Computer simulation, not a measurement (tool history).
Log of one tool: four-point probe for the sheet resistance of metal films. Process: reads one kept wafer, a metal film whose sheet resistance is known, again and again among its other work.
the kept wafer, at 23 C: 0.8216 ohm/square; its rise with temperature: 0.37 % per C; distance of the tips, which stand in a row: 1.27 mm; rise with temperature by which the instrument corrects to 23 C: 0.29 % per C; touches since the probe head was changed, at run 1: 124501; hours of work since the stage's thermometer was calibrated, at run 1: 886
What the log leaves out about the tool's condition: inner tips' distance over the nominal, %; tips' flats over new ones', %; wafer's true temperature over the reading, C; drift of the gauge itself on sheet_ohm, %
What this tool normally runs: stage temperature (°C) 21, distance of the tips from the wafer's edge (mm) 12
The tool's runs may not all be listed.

run   hour  stage temperature (°C)  distance of the tips from the wafer's edge (mm)  touches since the probe head was changed  hours of work since the stage's thermometer was calibrated  sheet resistance as the instrument gives it (ohm/square)
  1    0.0                      21                                               12                                    124501                                                         886                                                  0.839504
  2   15.6                      21                                               12                                    125389                                                         897                                                  0.839425
  3   37.4                      31                                               12                                    126634                                                         914                                                  0.845894
  4   55.3                      21                                                8                                    127658                                                         928                                                  0.845717
  5   84.0                      21                                                8                                    129296                                                         950                                                  0.845712
  6  102.6                      21                                               67                                    130359                                                         964                                                  0.835002
  7  128.8                      21                                               12                                    131849                                                         984                                                  0.839882
     139.1  -- new probe head fitted
  8  159.6                      23                                               12                                      1174                                                        1007                                                  0.822011
  9  172.2                      21                                                4                                      1890                                                        1017                                                  0.857587
 10  201.1                      21                                                4                                      3541                                                        1039                                                  0.857563
 11  231.5                      21                                                4                                      5274                                                        1062                                                  0.857952
 12  259.3                      21                                                4                                      6864                                                        1083                                                  0.858246
 13  281.5                      21                                                4                                      8130                                                        1100                                                  0.858004
 14  297.3                      21                                                4                                      9032                                                        1112                                                  0.857954
 15  315.2                      29                                               13                                     10053                                                        1126                                                  0.825549
 16  335.1                      31                                                6                                     11187                                                        1141                                                  0.842252
 17  351.0                      25                                               28                                     12095                                                        1153                                                  0.820045
 18  369.7                      35                                               26                                     13163                                                        1168                                                  0.826222
 19  384.9                      21                                               36                                     14032                                                        1179                                                  0.816921
 20  412.9                      32                                               12                                     15629                                                        1201                                                  0.828946
 21  438.7                      34                                                4                                     17102                                                        1220                                                  0.867486
 22  466.4                      25                                                8                                     18685                                                        1242                                                  0.830588
 23  488.2                      25                                                8                                     19928                                                        1258                                                  0.830588
 24  507.6                      25                                                8                                     21035                                                        1273                                                  0.831017

Here are 4 independent what-if runs from the current tool condition. What would each one return?
  A  522.7                      25                                               40                                     21896                                                        1285                                                         ?
  B  522.7                      32                                               50                                     21896                                                        1285                                                         ?
  C  522.7                      32                                               18                                     21896                                                        1285                                                         ?
  D  522.7                      27                                               12                                     21896                                                        1285                                                         ?

run  sheet resistance as the instrument gives it (ohm/square)
  A                                                  0.819963
  B                                                  0.824814
  C                                                  0.826507
  D                                                  0.826098
Take away the tool's hidden state, keep each run's random variation, and the runs would have read:
run  sheet resistance as the instrument gives it (ohm/square)
  A                                                  0.823132
  B                                                  0.827977
  C                                                  0.829675
  D                                                  0.829282
